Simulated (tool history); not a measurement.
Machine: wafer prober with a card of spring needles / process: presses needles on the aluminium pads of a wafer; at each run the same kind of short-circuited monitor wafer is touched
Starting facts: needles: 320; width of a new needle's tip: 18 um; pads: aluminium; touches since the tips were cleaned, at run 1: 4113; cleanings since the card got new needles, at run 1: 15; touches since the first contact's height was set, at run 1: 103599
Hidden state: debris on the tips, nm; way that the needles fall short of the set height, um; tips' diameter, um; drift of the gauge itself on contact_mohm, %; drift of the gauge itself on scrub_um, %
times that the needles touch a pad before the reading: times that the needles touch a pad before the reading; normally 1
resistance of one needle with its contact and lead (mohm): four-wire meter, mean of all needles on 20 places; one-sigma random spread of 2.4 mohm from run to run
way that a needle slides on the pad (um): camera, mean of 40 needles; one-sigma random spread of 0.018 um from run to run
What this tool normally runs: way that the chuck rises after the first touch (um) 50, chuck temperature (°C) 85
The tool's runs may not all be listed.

| run | day | way that the chuck rises after the first touch (um) | chuck temperature (°C) | times that the needles touch a pad before the reading | touches since the tips were cleaned | cleanings since the card got new needles | touches since the first contact's height was set | resistance of one needle with its contact and lead (mohm) | way that a needle slides on the pad (um) |
|---|---|---|---|---|---|---|---|---|---|
| 1 | 0.000 | 50 | 85 | 1 | 4113 | 15 | 103599 | 552 | 7.48 |
|  | 0.288 | tips cleaned on abrasive film |
| 2 | 0.533 | 50 | 85 | 1 | 2230 | 16 | 108458 | 473 | 7.45 |
| 3 | 0.983 | 50 | 85 | 1 | 6385 | 16 | 112613 | 627 | 7.44 |
|  | 1.033 | tips cleaned on abrasive film |
| 4 | 1.675 | 50 | 85 | 1 | 5908 | 17 | 118975 | 598 | 7.44 |
|  | 1.812 | tips cleaned on abrasive film |
|  | 1.879 | height of the first contact set anew |
| 5 | 2.133 | 50 | 85 | 1 | 2858 | 18 | 2352 | 484 | 7.65 |
|  | 2.583 | tips cleaned on abrasive film |
| 6 | 2.967 | 39 | 85 | 1 | 3520 | 19 | 9988 | 673 | 5.96 |
|  | 3.362 | tips cleaned on abrasive film |
| 7 | 3.475 | 50 | 85 | 1 | 1036 | 20 | 14632 | 381 | 7.63 |
| 8 | 4.029 | 50 | 101 | 1 | 6156 | 20 | 19752 | 607 | 7.63 |
|  | 4.121 | tips cleaned on abrasive film |
| 9 | 4.617 | 50 | 101 | 1 | 4574 | 21 | 25107 | 567 | 7.59 |
|  | 4.862 | tips cleaned on abrasive film |
| 10 | 5.475 | 50 | 101 | 1 | 5667 | 22 | 32999 | 598 | 7.60 |
|  | 5.592 | tips cleaned on abrasive film |
| 11 | 6.088 | 50 | 101 | 1 | 4546 | 23 | 38589 | 565 | 7.57 |
|  | 6.321 | tips cleaned on abrasive film |
| 12 | 6.796 | 50 | 85 | 1 | 4359 | 24 | 45079 | 547 | 7.58 |
|  | 7.058 | tips cleaned on abrasive film |
| 13 | 7.179 | 50 | 85 | 1 | 1092 | 25 | 48577 | 388 | 7.57 |
|  | 7.792 | tips cleaned on abrasive film |
| 14 | 7.946 | 43 | 27 | 1 | 1438 | 26 | 55615 | 468 | 6.48 |
|  | 8.512 | tips cleaned on abrasive film |
| 15 | 8.796 | 43 | 27 | 1 | 2596 | 27 | 63408 | 572 | 6.45 |
|  | 9.258 | tips cleaned on abrasive film |
| 16 | 9.346 | 59 | 37 | 1 | 778 | 28 | 68430 | 321 | 8.90 |
|  | 9.992 | tips cleaned on abrasive film |
| 17 | 10.204 | 59 | 37 | 1 | 1940 | 29 | 76304 | 384 | 8.85 |
|  | 10.746 | tips cleaned on abrasive film |
| 18 | 10.967 | 57 | 114 | 3 | 2043 | 30 | 83305 | 319 | 8.62 |
| 19 | 11.354 | 47 | 34 | 2 | 5626 | 30 | 86888 | 516 | 7.08 |
|  | 11.508 | tips cleaned on abrasive film |
| 20 | 11.779 | 36 | 99 | 1 | 2509 | 31 | 90773 | 675 | 5.37 |
| 21 | 12.221 | 50 | 29 | 3 | 6559 | 31 | 94823 | 393 | 7.51 |
|  | 12.296 | tips cleaned on abrasive film |
| 22 | 13.004 | 37 | 115 | 1 | 6537 | 32 | 102017 | 926 | 5.50 |
|  | 13.054 | tips cleaned on abrasive film |
| 23 | 13.708 | 37 | 115 | 1 | 6035 | 33 | 108463 | 909 | 5.48 |
|  | 13.817 | tips cleaned on abrasive film |
| 24 | 14.462 | 37 | 115 | 2 | 5946 | 34 | 115365 | 667 | 5.47 |

Expected results for the next run?
|  | 14.588 | tips cleaned on abrasive film |
|  | 15.017 | height of the first contact set anew |
| 25 | 15.021 | 48 | 61 | 1 | 3881 | 35 | 50 | ? | ? |

Logged for run 25: resistance of one needle with its contact and lead (mohm) 574, way that a needle slides on the pad (um) 7.32.
Minus the tool's unlogged condition, the same run would have read resistance of one needle with its contact and lead (mohm) 264, way that a needle slides on the pad (um) 7.32.
